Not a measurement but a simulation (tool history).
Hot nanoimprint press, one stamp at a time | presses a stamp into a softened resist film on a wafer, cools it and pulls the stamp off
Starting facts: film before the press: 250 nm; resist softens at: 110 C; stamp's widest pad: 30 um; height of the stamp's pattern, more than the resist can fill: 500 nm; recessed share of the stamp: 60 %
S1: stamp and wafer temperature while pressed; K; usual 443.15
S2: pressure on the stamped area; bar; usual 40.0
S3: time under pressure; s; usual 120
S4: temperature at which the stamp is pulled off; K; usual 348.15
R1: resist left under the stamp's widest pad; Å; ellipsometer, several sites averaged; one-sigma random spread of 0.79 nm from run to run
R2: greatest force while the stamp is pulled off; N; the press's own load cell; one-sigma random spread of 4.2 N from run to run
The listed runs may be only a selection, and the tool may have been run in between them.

run 1 day=0.000 | S1=443.15 S2=40.0 S3=120 S4=348.15 | R1=1299 R2=305
run 2 day=1.396 | S1=443.15 S2=40.0 S3=120 S4=348.15 | R1=1309 R2=308
run 3 day=2.754 | S1=443.15 S2=40.0 S3=120 S4=341.15 | R1=1300 R2=356
run 4 day=3.979 | S1=443.15 S2=40.0 S3=120 S4=341.15 | R1=1305 R2=347
run 5 day=5.188 | S1=443.15 S2=40.0 S3=120 S4=341.15 | R1=1308 R2=353
run 6 day=5.992 | S1=443.15 S2=40.0 S3=120 S4=341.15 | R1=1313 R2=353
run 7 day=7.383 | S1=443.15 S2=40.0 S3=120 S4=348.15 | R1=1303 R2=330
run 8 day=8.158 | S1=443.15 S2=40.0 S3=120 S4=348.15 | R1=1310 R2=330
run 9 day=9.154 | S1=443.15 S2=40.0 S3=120 S4=348.15 | R1=1309 R2=317
-- day=10.012 stamp cleaned and given a new release coat
run 10 day=10.242 | S1=443.15 S2=40.0 S3=120 S4=348.15 | R1=1323 R2=199
run 11 day=11.121 | S1=443.15 S2=40.0 S3=120 S4=348.15 | R1=1324 R2=206
run 12 day=12.438 | S1=443.15 S2=40.0 S3=120 S4=346.15 | R1=1309 R2=224
run 13 day=13.475 | S1=443.15 S2=40.0 S3=120 S4=346.15 | R1=1314 R2=227
run 14 day=14.471 | S1=443.15 S2=40.0 S3=75 S4=346.15 | R1=1549 R2=219
run 15 day=15.321 | S1=443.15 S2=40.0 S3=207 S4=347.15 | R1=1095 R2=215
run 16 day=16.596 | S1=443.15 S2=33.4 S3=147 S4=347.15 | R1=1348 R2=233
run 17 day=17.908 | S1=443.15 S2=55.7 S3=147 S4=347.15 | R1=1069 R2=228
run 18 day=19.133 | S1=443.15 S2=25.9 S3=120 S4=348.15 | R1=1551 R2=229
run 19 day=19.988 | S1=442.15 S2=40.0 S3=156 S4=334.15 | R1=1285 R2=293
run 20 day=20.850 | S1=435.15 S2=40.0 S3=73 S4=348.15 | R1=2084 R2=241
run 21 day=21.846 | S1=435.15 S2=62.1 S3=92 S4=348.15 | R1=1809 R2=236
run 22 day=23.167 | S1=435.15 S2=62.1 S3=92 S4=348.15 | R1=1826 R2=244
run 23 day=24.238 | S1=443.15 S2=40.0 S3=105 S4=348.15 | R1=1405 R2=251
run 24 day=24.992 | S1=443.15 S2=40.0 S3=105 S4=348.15 | R1=1392 R2=236
run 25 day=26.162 | S1=443.15 S2=30.0 S3=105 S4=348.15 | R1=1559 R2=253
-- day=26.758 plate thermocouple calibrated
run 26 day=27.529 | S1=447.15 S2=36.8 S3=111 S4=355.15 | R1=1111 R2=219
run 27 day=28.750 | S1=443.15 S2=54.1 S3=83 S4=348.15 | R1=1298 R2=253

Alternative continuations, all from the tool just after run 27; predict every row:
run A day=29.621 | S1=453.15 S2=26.7 S3=83 S4=348.15 | R1=? R2=?
run B day=29.621 | S1=453.15 S2=54.1 S3=85 S4=343.15 | R1=? R2=?
run C day=29.621 | S1=443.15 S2=40.0 S3=184 S4=337.15 | R1=? R2=?
run D day=29.621 | S1=449.15 S2=40.0 S3=220 S4=348.15 | R1=? R2=?
run E day=29.621 | S1=443.15 S2=40.0 S3=120 S4=342.15 | R1=? R2=?

run=A R1=1055 R2=241
run=B R1=759 R2=282
run=C R1=1102 R2=305
run=D R1=716 R2=252
run=E R1=1289 R2=279
Had the tool no hidden state, the same runs would have come out as:
run=A R1=1034 R2=193
run=B R1=727 R2=226
run=C R1=1071 R2=244
run=D R1=694 R2=202
run=E R1=1255 R2=223
